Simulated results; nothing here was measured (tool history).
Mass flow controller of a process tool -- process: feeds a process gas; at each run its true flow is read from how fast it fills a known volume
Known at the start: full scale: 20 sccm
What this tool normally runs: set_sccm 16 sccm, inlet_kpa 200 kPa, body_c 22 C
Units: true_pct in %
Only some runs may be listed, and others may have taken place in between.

| run | hour | set_sccm | inlet_kpa | body_c | true_pct |
|---|---|---|---|---|---|
| 1 | 0 | 16 | 200 | 22 | 98.33 |
| 2 | 212.7 | 16 | 200 | 22 | 98.17 |
| 3 | 453.6 | 16 | 200 | 22 | 98.22 |
| 4 | 740.3 | 3 | 200 | 22 | 92.86 |
| 5 | 878.9 | 16 | 266 | 22 | 97.54 |
| 6 | 1074.4 | 3 | 200 | 22 | 92.31 |
| 7 | 1337.6 | 16 | 200 | 22 | 97.7 |
| 8 | 1545.2 | 16 | 200 | 22 | 97.69 |
| 9 | 1780.4 | 16 | 200 | 22 | 97.59 |
| 10 | 2057.8 | 10 | 145 | 22 | 96.3 |
| 11 | 2237.2 | 9 | 168 | 40 | 94.34 |
| 12 | 2528.5 | 16 | 239 | 27 | 96.81 |
| 13 | 2824.1 | 15 | 143 | 24 | 96.91 |
| 14 | 2984.5 | 12 | 200 | 22 | 95.97 |
| 15 | 3291.2 | 12 | 200 | 22 | 95.77 |

Had the tool no unlogged condition, and each run kept its random variation, what would the results have been?
Hidden state at play: flow at rest that the sensor doesn't see, % of full scale; true flow over the shown one, %; drift of the gauge itself on true_pct, %.
| run | true_pct |
|---|---|
| 1 | 99.55 |
| 2 | 99.49 |
| 3 | 99.65 |
| 4 | 97.59 |
| 5 | 99.15 |
| 6 | 97.51 |
| 7 | 99.51 |
| 8 | 99.59 |
| 9 | 99.6 |
| 10 | 99.06 |
| 11 | 97.39 |
| 12 | 99.15 |
| 13 | 99.45 |
| 14 | 98.92 |
| 15 | 98.87 |
